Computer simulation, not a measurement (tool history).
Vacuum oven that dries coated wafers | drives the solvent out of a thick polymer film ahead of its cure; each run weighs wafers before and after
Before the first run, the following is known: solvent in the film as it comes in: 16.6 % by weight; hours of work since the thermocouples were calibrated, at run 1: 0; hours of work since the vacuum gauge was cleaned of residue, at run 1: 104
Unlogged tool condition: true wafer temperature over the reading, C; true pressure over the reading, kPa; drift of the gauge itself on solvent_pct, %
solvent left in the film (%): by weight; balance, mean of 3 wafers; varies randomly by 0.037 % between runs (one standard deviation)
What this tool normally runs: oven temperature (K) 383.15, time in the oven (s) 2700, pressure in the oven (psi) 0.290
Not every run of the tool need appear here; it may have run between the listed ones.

| run | hour | oven temperature (K) | time in the oven (s) | pressure in the oven (psi) | hours of work since the thermocouples were calibrated | hours of work since the vacuum gauge was cleaned of residue | solvent left in the film (%) |
|---|---|---|---|---|---|---|---|
| 1 | 0.0 | 383.15 | 2700 | 0.290 | 0 | 104 | 5.97 |
| 2 | 58.0 | 380.15 | 2700 | 0.290 | 41 | 145 | 6.88 |
| 3 | 107.4 | 380.15 | 2700 | 0.290 | 75 | 179 | 6.94 |
| 4 | 179.6 | 380.15 | 2700 | 0.290 | 126 | 230 | 6.99 |
| 5 | 249.7 | 380.15 | 2700 | 0.290 | 175 | 279 | 7.00 |
| 6 | 320.7 | 380.15 | 2700 | 0.290 | 224 | 329 | 6.93 |
| 7 | 387.1 | 380.15 | 2700 | 0.290 | 271 | 375 | 6.99 |
| 8 | 435.4 | 380.15 | 2700 | 0.290 | 305 | 409 | 6.98 |
| 9 | 493.7 | 383.15 | 2700 | 0.290 | 345 | 450 | 6.14 |
| 10 | 541.7 | 368.15 | 2700 | 0.290 | 379 | 483 | 10.69 |
| 11 | 623.1 | 376.15 | 2700 | 0.290 | 436 | 540 | 8.28 |
| 12 | 688.5 | 376.15 | 2700 | 0.461 | 482 | 586 | 10.25 |
| 13 | 787.2 | 383.15 | 2700 | 0.290 | 551 | 655 | 6.24 |
|  | 798.0 | oven's thermocouples calibrated |
| 14 | 863.1 | 383.15 | 2700 | 0.290 | 46 | 707 | 6.12 |
| 15 | 949.3 | 398.15 | 2700 | 0.290 | 106 | 767 | 2.87 |
| 16 | 1064.1 | 383.15 | 2700 | 0.290 | 186 | 847 | 6.23 |
| 17 | 1130.2 | 383.15 | 2460 | 0.290 | 232 | 894 | 6.56 |
| 18 | 1227.7 | 383.15 | 2460 | 0.290 | 301 | 962 | 6.57 |
| 19 | 1290.9 | 383.15 | 2700 | 0.290 | 345 | 1006 | 6.24 |
|  | 1323.7 | oven's thermocouples calibrated, once more |
| 20 | 1354.3 | 383.15 | 2700 | 0.290 | 21 | 1049 | 6.82 |
| 21 | 1433.9 | 383.15 | 2700 | 0.290 | 77 | 1105 | 6.81 |
| 22 | 1529.4 | 383.15 | 2700 | 0.290 | 144 | 1172 | 6.82 |
|  | 1556.9 | vacuum gauge cleaned of residue and calibrated |
| 23 | 1581.8 | 383.15 | 2700 | 0.290 | 180 | 17 | 5.99 |
| 24 | 1638.4 | 385.15 | 3840 | 0.722 | 219 | 57 | 8.96 |
| 25 | 1706.3 | 396.15 | 4080 | 0.239 | 267 | 105 | 2.14 |
| 26 | 1782.8 | 369.15 | 2100 | 0.290 | 320 | 158 | 11.20 |
| 27 | 1889.6 | 389.15 | 1620 | 0.425 | 395 | 233 | 7.38 |
| 28 | 1942.8 | 389.15 | 1500 | 0.425 | 432 | 270 | 7.61 |
| 29 | 2024.9 | 394.15 | 1800 | 0.569 | 490 | 328 | 6.74 |
| 30 | 2082.4 | 394.15 | 1920 | 0.524 | 530 | 368 | 6.31 |
| 31 | 2153.6 | 390.15 | 3780 | 0.290 | 580 | 418 | 3.61 |
|  | 2187.2 | oven's thermocouples calibrated |
| 32 | 2267.3 | 390.15 | 3780 | 0.290 | 56 | 496 | 3.78 |
| 33 | 2331.0 | 384.15 | 3780 | 0.277 | 101 | 540 | 4.98 |
| 34 | 2382.7 | 384.15 | 3780 | 0.277 | 137 | 577 | 4.99 |
| 35 | 2487.7 | 384.15 | 4200 | 0.277 | 210 | 650 | 4.76 |
| 36 | 2542.3 | 377.15 | 3060 | 0.290 | 248 | 688 | 7.96 |
| 37 | 2609.9 | 387.15 | 3060 | 0.290 | 296 | 736 | 5.04 |
| 38 | 2678.7 | 394.15 | 1620 | 0.487 | 344 | 784 | 6.75 |
| 39 | 2776.4 | 387.15 | 2700 | 0.476 | 412 | 852 | 7.13 |
| 40 | 2838.2 | 371.15 | 2700 | 0.476 | 456 | 895 | 12.56 |
| 41 | 2944.3 | 383.15 | 1320 | 0.283 | 530 | 970 | 9.15 |
| 42 | 3003.8 | 391.15 | 1320 | 0.283 | 572 | 1011 | 6.89 |
|  | 3053.7 | oven's thermocouples calibrated |
| 43 | 3088.6 | 391.15 | 1320 | 0.603 | 24 | 1069 | 9.40 |
| 44 | 3163.5 | 383.15 | 2880 | 0.290 | 77 | 1122 | 6.81 |
|  | 3257.2 | vacuum gauge cleaned of residue and calibrated |
| 45 | 3279.9 | 383.15 | 2880 | 0.290 | 157 | 16 | 6.02 |
| 46 | 3396.5 | 383.15 | 2340 | 0.551 | 239 | 97 | 9.25 |

3 ways to go on from here, each from the tool as it stands after run 46. What would each give?
| A | 3475.0 | 369.15 | 2760 | 0.273 | 294 | 152 | ? |
| B | 3475.0 | 383.15 | 3000 | 0.290 | 294 | 152 | ? |
| C | 3475.0 | 380.15 | 1440 | 0.976 | 294 | 152 | ? |

| run | solvent left in the film (%) |
|---|---|
| A | 10.25 |
| B | 5.91 |
| C | 14.86 |
Without the tool's hidden state the same runs would have given:
| run | solvent left in the film (%) |
|---|---|
| A | 10.13 |
| B | 5.80 |
| C | 14.77 |

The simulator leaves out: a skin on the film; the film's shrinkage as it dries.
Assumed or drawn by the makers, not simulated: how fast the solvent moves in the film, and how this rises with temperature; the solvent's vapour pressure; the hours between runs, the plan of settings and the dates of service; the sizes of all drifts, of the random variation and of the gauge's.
